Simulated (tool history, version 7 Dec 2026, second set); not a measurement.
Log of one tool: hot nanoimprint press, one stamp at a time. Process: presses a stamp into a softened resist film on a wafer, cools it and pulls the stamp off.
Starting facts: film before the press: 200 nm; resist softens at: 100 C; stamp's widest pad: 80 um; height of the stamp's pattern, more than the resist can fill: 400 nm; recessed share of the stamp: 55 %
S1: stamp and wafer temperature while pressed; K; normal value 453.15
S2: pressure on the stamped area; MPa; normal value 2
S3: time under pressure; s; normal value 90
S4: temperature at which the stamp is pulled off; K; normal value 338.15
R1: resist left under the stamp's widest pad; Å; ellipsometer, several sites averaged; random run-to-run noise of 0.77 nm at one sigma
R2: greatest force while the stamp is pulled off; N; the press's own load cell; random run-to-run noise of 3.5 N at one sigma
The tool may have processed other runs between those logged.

run	hour	S1	S2	S3	S4	R1	R2
1	0	453.15	2	90	338.15	1023	177
2	19.7	453.15	2	90	338.15	1010	188
3	43.6	453.15	2	90	338.15	1004	196
4	61.7	453.15	2	90	338.15	1006	197
5	74.6	453.15	2	90	346.15	1019	161
# hour 94.4: stamp cleaned and given a new release coat
6	103.9	453.15	2	90	346.15	994	133
7	132.9	453.15	2	46	346.15	1254	141
8	147	453.15	2	46	337.15	1247	186
9	177.3	453.15	2	46	337.15	1232	204
10	200.4	453.15	2	46	337.15	1255	214
# hour 214.5: stamp cleaned and given a new release coat
11	225.5	453.15	2	46	337.15	1254	180
12	253.6	453.15	2	46	337.15	1228	187
13	275.3	454.15	2	46	337.15	1187	187
14	306.7	453.15	2.07	90	338.15	967	202
# hour 331.9: plate thermocouple calibrated
# hour 337.9: stamp cleaned and given a new release coat
15	341.5	453.15	2.07	90	338.15	935	167
16	371	457.15	1.87	94	325.15	830	235
17	392.9	457.15	1.87	94	325.15	810	246
18	418.6	457.15	1.87	94	325.15	829	257
19	434.3	451.15	2	69	338.15	1106	187
# hour 456.9: stamp cleaned and given a new release coat
20	462.8	451.15	2	69	338.15	1103	162
# hour 488.1: plate thermocouple calibrated, once more
21	497.1	453.15	2.94	90	345.15	887	145
22	513.8	457.15	1.21	52	344.15	1292	160
23	528.2	453.15	1.81	45	338.15	1337	190
24	555.9	443.15	1.55	78	338.15	1586	203
# hour 578.8: stamp cleaned and given a new release coat
25	584.9	443.15	1.51	78	338.15	1587	168
26	608.9	443.15	1.51	78	338.15	1579	176
27	632.5	441.15	2.22	46	342.15	1672	168
28	662.2	441.15	2.22	46	342.15	1672	176

Each row is a separate what-if for the run after 28, all from the same tool condition, not one after another. Results?
A	687.3	441.15	2.22	46	327.15	?	?
B	687.3	441.15	2.22	59	332.15	?	?
C	687.3	457.15	2	72	323.15	?	?
D	687.3	441.15	2.03	82	342.15	?	?
E	687.3	447.15	2	72	338.15	?	?

run	R1	R2
A	1647	264
B	1571	234
C	944	285
D	1532	186
E	1336	198
Stripped of hidden state, with their random variation kept, the same runs would have yielded:
run	R1	R2
A	1655	216
B	1580	191
C	952	232
D	1543	153
E	1347	162
